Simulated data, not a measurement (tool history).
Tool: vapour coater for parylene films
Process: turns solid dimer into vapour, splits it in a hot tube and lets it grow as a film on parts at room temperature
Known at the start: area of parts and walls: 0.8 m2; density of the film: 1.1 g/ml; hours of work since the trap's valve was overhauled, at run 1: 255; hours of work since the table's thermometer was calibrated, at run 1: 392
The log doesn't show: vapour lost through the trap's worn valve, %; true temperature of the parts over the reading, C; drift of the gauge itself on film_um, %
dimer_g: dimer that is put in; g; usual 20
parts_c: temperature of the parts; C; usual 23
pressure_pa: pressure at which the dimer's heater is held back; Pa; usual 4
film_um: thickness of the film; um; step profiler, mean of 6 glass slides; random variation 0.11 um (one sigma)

run	hour	dimer_g	parts_c	pressure_pa	hours of work since the trap's valve was overhauled	hours of work since the table's thermometer was calibrated	film_um
1	0	20	23	4	255	392	13.19
2	24.6	20	23	4	273	410	13.11
3	42.8	20	23	4	286	423	13.17
4	63	20	23	4	301	438	13.19
5	81.6	20	23	4	315	452	13.2
6	99.2	20	23	6.87	328	465	12.33
7	123.5	20	23	4	346	483	13.11
8	137.8	20	23	4	356	493	13.07
9	148.3	20	23	4	364	501	13.1
10	171.3	17	23	4	381	518	11.21
11	184	17	23	4	390	527	11.09
12	205.1	20	23	3.96	406	543	13.12
13	224.5	20	23	3.96	420	557	13.19
14	241.3	20	23	4.63	432	569	12.88
15	263.9	25	21	4	449	586	17.24

Run 16 comes next. What will it give?
16	287	8	21	5.32	466	603	?

film_um: 5.44 um
Without the tool's hidden state the same run would have given film_um 5.46 um.

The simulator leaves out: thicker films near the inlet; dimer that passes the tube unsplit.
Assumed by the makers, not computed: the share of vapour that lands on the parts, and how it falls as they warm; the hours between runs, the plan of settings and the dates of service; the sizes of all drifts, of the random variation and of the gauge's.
